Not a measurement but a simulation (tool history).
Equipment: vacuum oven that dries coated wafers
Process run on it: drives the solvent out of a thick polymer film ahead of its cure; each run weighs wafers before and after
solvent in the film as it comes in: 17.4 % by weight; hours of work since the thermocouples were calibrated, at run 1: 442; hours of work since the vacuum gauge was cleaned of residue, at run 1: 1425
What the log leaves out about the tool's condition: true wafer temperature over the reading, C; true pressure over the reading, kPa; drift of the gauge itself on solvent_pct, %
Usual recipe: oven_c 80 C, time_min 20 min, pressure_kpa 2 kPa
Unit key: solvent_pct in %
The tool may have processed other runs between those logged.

run,hour,oven_c,time_min,pressure_kpa,hours of work since the thermocouples were calibrated,hours of work since the vacuum gauge was cleaned of residue,solvent_pct
1,0,80,20,2,442,1425,4.92
2,64.4,80,20,2,468,1451,5.09
3,154.5,80,20,2,505,1488,4.95
4,214.7,80,20,2,530,1513,4.94
5,269.8,80,20,2,553,1536,4.96
6,319.6,80,20,2,573,1556,4.92
7,369.3,72,20,2,594,1577,7.78
8,458.6,80,13,2,631,1613,6.88
9,537.8,80,34,2,663,1646,2.9
10,585.3,67,12,1.19,683,1665,10.68
11,644.9,84,29,1.19,707,1690,1.88
12,696.2,80,11,2,728,1711,7.69
13,763.1,80,15,2.93,756,1739,6.78
14,828.1,95,19,4.2,783,1765,2.38
15,868.5,95,11,1.66,799,1782,2.64
16,936.7,95,18,1.66,827,1810,1.32
17,995,71,15,1.37,851,1834,9.09
18,1062,71,15,1.37,879,1862,9.17

Consider 3 possible next runs. They are alternatives, not a sequence: every one starts from the tool as it was left by run 18. What does each give?
A,1140.7,86,17,1.96,911,1894,?
B,1140.7,87,15,1.37,911,1894,?
C,1140.7,76,17,6.99,911,1894,?

run,solvent_pct
A,3.7
B,3.6
C,10.31
Without the tool's unlogged condition, the same runs would have read:
run,solvent_pct
A,3.66
B,3.55
C,10.25
